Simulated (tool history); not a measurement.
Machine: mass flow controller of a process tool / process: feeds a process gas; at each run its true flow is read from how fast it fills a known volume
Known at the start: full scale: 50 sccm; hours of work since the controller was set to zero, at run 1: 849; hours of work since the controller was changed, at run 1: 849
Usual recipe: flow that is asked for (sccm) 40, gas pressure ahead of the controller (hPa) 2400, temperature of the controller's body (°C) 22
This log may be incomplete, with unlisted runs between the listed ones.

| run | hour | flow that is asked for (sccm) | gas pressure ahead of the controller (hPa) | temperature of the controller's body (°C) | hours of work since the controller was set to zero | hours of work since the controller was changed | true flow (%) |
|---|---|---|---|---|---|---|---|
| 1 | 0 | 40 | 2400 | 22 | 849 | 849 | 100.11 |
| 2 | 54 | 40 | 1410 | 22 | 870 | 870 | 99.7 |
| 3 | 128.1 | 40 | 1410 | 22 | 900 | 900 | 99.76 |
| 4 | 217.7 | 40 | 1410 | 22 | 935 | 935 | 99.67 |
| 5 | 326.4 | 40 | 1410 | 22 | 978 | 978 | 99.63 |
| 6 | 401.3 | 8 | 2400 | 22 | 1008 | 1008 | 97.3 |
| 7 | 507.1 | 40 | 2400 | 21 | 1050 | 1050 | 100.31 |
| 8 | 552 | 40 | 2400 | 21 | 1068 | 1068 | 100.12 |
| 9 | 639 | 40 | 2400 | 21 | 1103 | 1103 | 100.18 |
| 10 | 700.3 | 40 | 2400 | 21 | 1127 | 1127 | 100.08 |
| 11 | 754.8 | 40 | 2400 | 21 | 1149 | 1149 | 100.17 |
| 12 | 820.6 | 40 | 2400 | 21 | 1175 | 1175 | 100.23 |
| 13 | 880.8 | 40 | 2400 | 21 | 1199 | 1199 | 100.18 |
| 14 | 954.4 | 40 | 2400 | 22 | 1228 | 1228 | 100.24 |
| 15 | 1039.9 | 40 | 2400 | 22 | 1262 | 1262 | 100.26 |
| 16 | 1141.2 | 40 | 2400 | 22 | 1302 | 1302 | 100.15 |
| 17 | 1219.3 | 40 | 2400 | 22 | 1333 | 1333 | 100.18 |
| 18 | 1295.9 | 40 | 2400 | 22 | 1364 | 1364 | 100.24 |
| 19 | 1340.4 | 40 | 2400 | 37 | 1381 | 1381 | 100.58 |
| 20 | 1433.7 | 40 | 2400 | 37 | 1418 | 1418 | 100.61 |
| 21 | 1518.2 | 40 | 2400 | 37 | 1452 | 1452 | 100.62 |
| 22 | 1572.8 | 40 | 2400 | 22 | 1473 | 1473 | 100.29 |
| 23 | 1677.6 | 40 | 2400 | 22 | 1515 | 1515 | 100.25 |
| 24 | 1745.1 | 13 | 2210 | 22 | 1542 | 1542 | 97.61 |
| 25 | 1825.4 | 21 | 2190 | 25 | 1574 | 1574 | 98.73 |
| 26 | 1926.7 | 19 | 1720 | 22 | 1614 | 1614 | 98.24 |
| 27 | 2033.7 | 19 | 1720 | 22 | 1657 | 1657 | 98.22 |
| 28 | 2087.3 | 37 | 1930 | 22 | 1678 | 1678 | 99.83 |
| 29 | 2147.7 | 27 | 2400 | 22 | 1702 | 1702 | 99.35 |
| 30 | 2251.6 | 27 | 2400 | 22 | 1743 | 1743 | 99.28 |
| 31 | 2345.4 | 21 | 2400 | 38 | 1780 | 1780 | 99.02 |
| 32 | 2397.5 | 30 | 2400 | 22 | 1801 | 1801 | 99.62 |
| 33 | 2493.8 | 39 | 2400 | 35 | 1839 | 1839 | 100.51 |
| 34 | 2543.6 | 39 | 2400 | 35 | 1859 | 1859 | 100.6 |
| 35 | 2628.3 | 40 | 2400 | 22 | 1893 | 1893 | 100.26 |
| 36 | 2704.7 | 7 | 2370 | 22 | 1923 | 1923 | 95.74 |
| 37 | 2810.6 | 40 | 2120 | 29 | 1965 | 1965 | 100.21 |
| 38 | 2916.6 | 19 | 2400 | 22 | 2007 | 2007 | 98.69 |
| 39 | 2982.9 | 11 | 2220 | 20 | 2033 | 2033 | 97.03 |
| 40 | 3051.3 | 11 | 2220 | 20 | 2061 | 2061 | 96.93 |
| 41 | 3109.6 | 31 | 1610 | 20 | 2084 | 2084 | 99.24 |
| 42 | 3199.9 | 25 | 2110 | 36 | 2120 | 2120 | 99.37 |
| 43 | 3305.8 | 14 | 2400 | 25 | 2162 | 2162 | 97.81 |
| 44 | 3377.5 | 14 | 2130 | 37 | 2190 | 2190 | 98.01 |
| 45 | 3425.1 | 44 | 1930 | 22 | 2209 | 2209 | 100.24 |

Pick out some run-to-run changes in true flow (%). Of each, how much would a tool without hidden state show as well, from the settings, what came in and chance, and how much is left for the hidden state and any gauge scatter not in both results compared?
Hidden state present: flow at rest that the sensor doesn't see, % of full scale; true flow over the shown one, %; drift of the gauge itself on true_pct, %.
Run 6 -> 7: flow that is asked for (sccm) 8 -> 40, temperature of the controller's body (°C) 22 -> 21. true flow (%) +3.01: hidden state +1.26, all else +1.75.
Run 35 -> 36: flow that is asked for (sccm) 40 -> 7, gas pressure ahead of the controller (hPa) 2400 -> 2370. true flow (%) -4.52: hidden state -2.74, all else -1.78.
Run 36 -> 37: flow that is asked for (sccm) 7 -> 40, gas pressure ahead of the controller (hPa) 2370 -> 2120, temperature of the controller's body (°C) 22 -> 29. true flow (%) +4.47: hidden state +2.75, all else +1.72.
Run 40 -> 41: flow that is asked for (sccm) 11 -> 31, gas pressure ahead of the controller (hPa) 2220 -> 1610. true flow (%) +2.31: hidden state +1.47, all else +0.84.

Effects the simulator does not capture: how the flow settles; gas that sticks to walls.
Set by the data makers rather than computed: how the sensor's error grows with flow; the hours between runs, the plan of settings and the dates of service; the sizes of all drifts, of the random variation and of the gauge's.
